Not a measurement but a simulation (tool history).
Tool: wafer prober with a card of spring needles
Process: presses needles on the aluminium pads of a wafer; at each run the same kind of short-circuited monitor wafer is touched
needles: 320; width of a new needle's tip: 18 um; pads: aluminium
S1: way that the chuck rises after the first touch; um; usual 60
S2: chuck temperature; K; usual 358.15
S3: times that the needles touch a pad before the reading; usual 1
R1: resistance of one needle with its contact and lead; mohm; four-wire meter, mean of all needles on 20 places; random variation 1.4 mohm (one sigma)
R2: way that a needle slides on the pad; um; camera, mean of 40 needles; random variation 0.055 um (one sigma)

| run | hour | S1 | S2 | S3 | R1 | R2 |
|---|---|---|---|---|---|---|
| 1 | 0 | 60 | 358.15 | 1 | 121 | 14.82 |
|  | 8.1 | tips cleaned on abrasive film |
|  | 20.9 | tips cleaned on abrasive film |
|  | 32 | tips cleaned on abrasive film |
| 2 | 32.2 | 60 | 358.15 | 1 | 122 | 14.91 |
|  | 45.6 | tips cleaned on abrasive film |
|  | 58.6 | tips cleaned on abrasive film |
| 3 | 63.5 | 60 | 358.15 | 1 | 122 | 14.88 |
|  | 71.1 | tips cleaned on abrasive film |
|  | 83 | tips cleaned on abrasive film |
| 4 | 89.8 | 60 | 358.15 | 1 | 123 | 14.88 |
|  | 95.4 | tips cleaned on abrasive film |
|  | 106.5 | tips cleaned on abrasive film |
| 5 | 117.2 | 60 | 358.15 | 1 | 123 | 14.8 |
|  | 120 | tips cleaned on abrasive film |
|  | 132.7 | tips cleaned on abrasive film |
|  | 143.8 | tips cleaned on abrasive film |
|  | 156.6 | tips cleaned on abrasive film |
| 6 | 159.2 | 60 | 358.15 | 1 | 120 | 14.92 |
|  | 169.9 | tips cleaned on abrasive film |
|  | 182.1 | tips cleaned on abrasive film |
| 7 | 182.1 | 60 | 358.15 | 1 | 121 | 14.91 |
|  | 194.6 | tips cleaned on abrasive film |
|  | 207.4 | tips cleaned on abrasive film |
| 8 | 216.5 | 60 | 358.15 | 1 | 122 | 14.86 |
|  | 219.3 | tips cleaned on abrasive film |
|  | 232.6 | tips cleaned on abrasive film |
|  | 232.9 | height of the first contact set anew |
|  | 244 | tips cleaned on abrasive film |
| 9 | 250.9 | 73 | 358.15 | 1 | 121 | 18.05 |
|  | 255.6 | tips cleaned on abrasive film |
|  | 267.7 | tips cleaned on abrasive film |
|  | 281 | tips cleaned on abrasive film |
| 10 | 281.6 | 73 | 358.15 | 1 | 120 | 18.1 |
|  | 292.7 | tips cleaned on abrasive film |
|  | 305.8 | tips cleaned on abrasive film |
| 11 | 315.7 | 73 | 358.15 | 1 | 116 | 18.13 |
|  | 318.6 | tips cleaned on abrasive film |
|  | 331.7 | tips cleaned on abrasive film |
|  | 345.5 | tips cleaned on abrasive film |
|  | 358.1 | tips cleaned on abrasive film |
| 12 | 361.1 | 73 | 358.15 | 1 | 119 | 18.1 |
|  | 369.4 | tips cleaned on abrasive film |
|  | 382 | tips cleaned on abrasive film |
| 13 | 385 | 60 | 358.15 | 1 | 122 | 14.91 |
|  | 393.3 | tips cleaned on abrasive film |
|  | 405.7 | tips cleaned on abrasive film |
|  | 417.7 | tips cleaned on abrasive film |
| 14 | 417.7 | 60 | 358.15 | 1 | 117 | 14.83 |
|  | 430.1 | tips cleaned on abrasive film |
|  | 442.8 | tips cleaned on abrasive film |
|  | 456.5 | tips cleaned on abrasive film |
| 15 | 464.1 | 50 | 336.15 | 1 | 122 | 12.34 |
|  | 468.9 | tips cleaned on abrasive film |
|  | 481.9 | tips cleaned on abrasive film |
|  | 494.2 | tips cleaned on abrasive film |
|  | 507.8 | tips cleaned on abrasive film |
| 16 | 510.3 | 70 | 311.15 | 3 | 113 | 17.3 |
|  | 520.2 | tips cleaned on abrasive film |
|  | 531.3 | tips cleaned on abrasive film |
|  | 544.4 | tips cleaned on abrasive film |
| 17 | 549.6 | 67 | 358.15 | 1 | 122 | 16.56 |
|  | 557.3 | tips cleaned on abrasive film |
|  | 570.8 | tips cleaned on abrasive film |
|  | 584.6 | tips cleaned on abrasive film |
| 18 | 594.4 | 41 | 358.15 | 3 | 130 | 10.13 |
|  | 597.2 | tips cleaned on abrasive film |
|  | 608.3 | tips cleaned on abrasive film |
|  | 621.5 | tips cleaned on abrasive film |
|  | 633.7 | tips cleaned on abrasive film |
| 19 | 641.6 | 54 | 367.15 | 1 | 124 | 13.37 |
|  | 646.6 | tips cleaned on abrasive film |
|  | 657.7 | tips cleaned on abrasive film |
|  | 670.3 | tips cleaned on abrasive film |
|  | 672.7 | height of the first contact set anew |
| 20 | 681.2 | 76 | 326.15 | 2 | 111 | 18.88 |
|  | 683.2 | tips cleaned on abrasive film |
|  | 696.7 | tips cleaned on abrasive film |
| 21 | 700.5 | 56 | 390.15 | 1 | 128 | 13.93 |
|  | 708.1 | tips cleaned on abrasive film |
|  | 721.1 | tips cleaned on abrasive film |
|  | 733.9 | tips cleaned on abrasive film |
| 22 | 743.6 | 44 | 325.15 | 2 | 124 | 10.9 |
|  | 745.6 | tips cleaned on abrasive film |
|  | 759.2 | tips cleaned on abrasive film |
| 23 | 763.8 | 56 | 325.15 | 2 | 119 | 13.84 |
|  | 772.2 | tips cleaned on abrasive film |
|  | 785.4 | tips cleaned on abrasive film |
| 24 | 788.5 | 60 | 311.15 | 3 | 113 | 14.92 |
|  | 796.5 | tips cleaned on abrasive film |
|  | 808.4 | tips cleaned on abrasive film |
|  | 820.6 | tips cleaned on abrasive film |
| 25 | 830.2 | 60 | 324.15 | 1 | 115 | 14.86 |
|  | 833.1 | tips cleaned on abrasive film |
|  | 846.5 | tips cleaned on abrasive film |
|  | 859.3 | tips cleaned on abrasive film |
| 26 | 863.9 | 42 | 306.15 | 2 | 120 | 10.51 |
|  | 872.1 | tips cleaned on abrasive film |
|  | 885.3 | tips cleaned on abrasive film |
| 27 | 888 | 45 | 340.15 | 1 | 124 | 11.16 |

Forecast each of these 4 alternatives for the next run:
|  | 898.5 | tips cleaned on abrasive film |
| A | 907.7 | 42 | 338.15 | 2 | ? | ? |
|  | 898.5 | tips cleaned on abrasive film |
| B | 907.7 | 59 | 340.15 | 1 | ? | ? |
|  | 898.5 | tips cleaned on abrasive film |
| C | 907.7 | 60 | 384.15 | 1 | ? | ? |
|  | 898.5 | tips cleaned on abrasive film |
| D | 907.7 | 45 | 380.15 | 1 | ? | ? |

| run | R1 | R2 |
|---|---|---|
| A | 127 | 10.36 |
| B | 119 | 14.7 |
| C | 125 | 14.96 |
| D | 133 | 11.21 |
Without the tool's hidden state the same runs would have given:
| run | R1 | R2 |
|---|---|---|
| A | 127 | 10.37 |
| B | 119 | 14.7 |
| C | 125 | 14.96 |
| D | 133 | 11.21 |
